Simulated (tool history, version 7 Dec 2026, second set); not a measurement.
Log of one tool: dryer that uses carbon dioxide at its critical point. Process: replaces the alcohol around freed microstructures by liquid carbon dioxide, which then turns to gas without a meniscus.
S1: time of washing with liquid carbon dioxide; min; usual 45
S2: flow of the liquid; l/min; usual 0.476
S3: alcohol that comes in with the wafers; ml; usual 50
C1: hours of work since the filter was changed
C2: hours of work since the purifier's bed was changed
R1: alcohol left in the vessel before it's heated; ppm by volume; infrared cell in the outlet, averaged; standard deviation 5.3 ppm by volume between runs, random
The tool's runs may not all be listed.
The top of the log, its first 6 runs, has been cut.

| run | hour | S1 | S2 | S3 | C1 | C2 | R1 |
|---|---|---|---|---|---|---|---|
| 7 | 178.8 | 49 | 0.476 | 50 | 123 | 906 | 177 |
| 8 | 204.7 | 41 | 0.476 | 50 | 141 | 924 | 321 |
| 9 | 224.1 | 45 | 0.476 | 50 | 154 | 937 | 253 |
|  | 246.3 | purifier's bed changed |
| 10 | 256.7 | 45 | 0.476 | 50 | 174 | 7 | 196 |
| 11 | 279.3 | 45 | 0.476 | 50 | 189 | 22 | 207 |
| 12 | 298.4 | 37 | 0.476 | 50 | 202 | 35 | 450 |
| 13 | 338.1 | 45 | 0.476 | 34 | 228 | 62 | 156 |
| 14 | 367.4 | 45 | 0.476 | 34 | 248 | 82 | 171 |
| 15 | 405.5 | 45 | 0.476 | 28 | 274 | 107 | 151 |
|  | 421 | inlet filter changed |
| 16 | 435.2 | 45 | 0.476 | 28 | 10 | 127 | 87 |
| 17 | 474.6 | 51 | 0.311 | 36 | 36 | 153 | 372 |
| 18 | 505.2 | 45 | 0.384 | 59 | 57 | 174 | 425 |
| 19 | 536.7 | 63 | 0.466 | 33 | 78 | 195 | 31 |
| 20 | 560.2 | 45 | 0.693 | 34 | 94 | 211 | 24 |
| 21 | 578.4 | 45 | 0.693 | 34 | 106 | 223 | 23 |
| 22 | 598.4 | 38 | 0.476 | 50 | 119 | 236 | 346 |
| 23 | 633 | 57 | 0.58 | 53 | 143 | 260 | 43 |
| 24 | 652.1 | 57 | 0.313 | 23 | 156 | 272 | 211 |
| 25 | 670.9 | 33 | 0.557 | 72 | 168 | 285 | 492 |
| 26 | 702.7 | 33 | 0.557 | 72 | 190 | 307 | 547 |
| 27 | 723.2 | 33 | 0.557 | 72 | 203 | 320 | 540 |
| 28 | 749.1 | 69 | 0.54 | 27 | 221 | 338 | 31 |
| 29 | 784.8 | 69 | 0.54 | 27 | 245 | 362 | 32 |
| 30 | 816.8 | 69 | 0.54 | 27 | 266 | 383 | 40 |

What if the next run were any one of these 3? Each begins from the tool's condition after run 30:
|  | 844.2 | inlet filter changed |
| A | 847.1 | 35 | 0.476 | 79 | 2 | 403 | ? |
|  | 844.2 | inlet filter changed |
| B | 847.1 | 56 | 0.387 | 89 | 2 | 403 | ? |
|  | 844.2 | inlet filter changed |
| C | 847.1 | 71 | 0.585 | 27 | 2 | 403 | ? |

| run | R1 |
|---|---|
| A | 547 |
| B | 243 |
| C | 21 |
Stripped of hidden state, with their random variation kept, the same runs would have yielded:
| run | R1 |
|---|---|
| A | 515 |
| B | 215 |
| C | 0 |

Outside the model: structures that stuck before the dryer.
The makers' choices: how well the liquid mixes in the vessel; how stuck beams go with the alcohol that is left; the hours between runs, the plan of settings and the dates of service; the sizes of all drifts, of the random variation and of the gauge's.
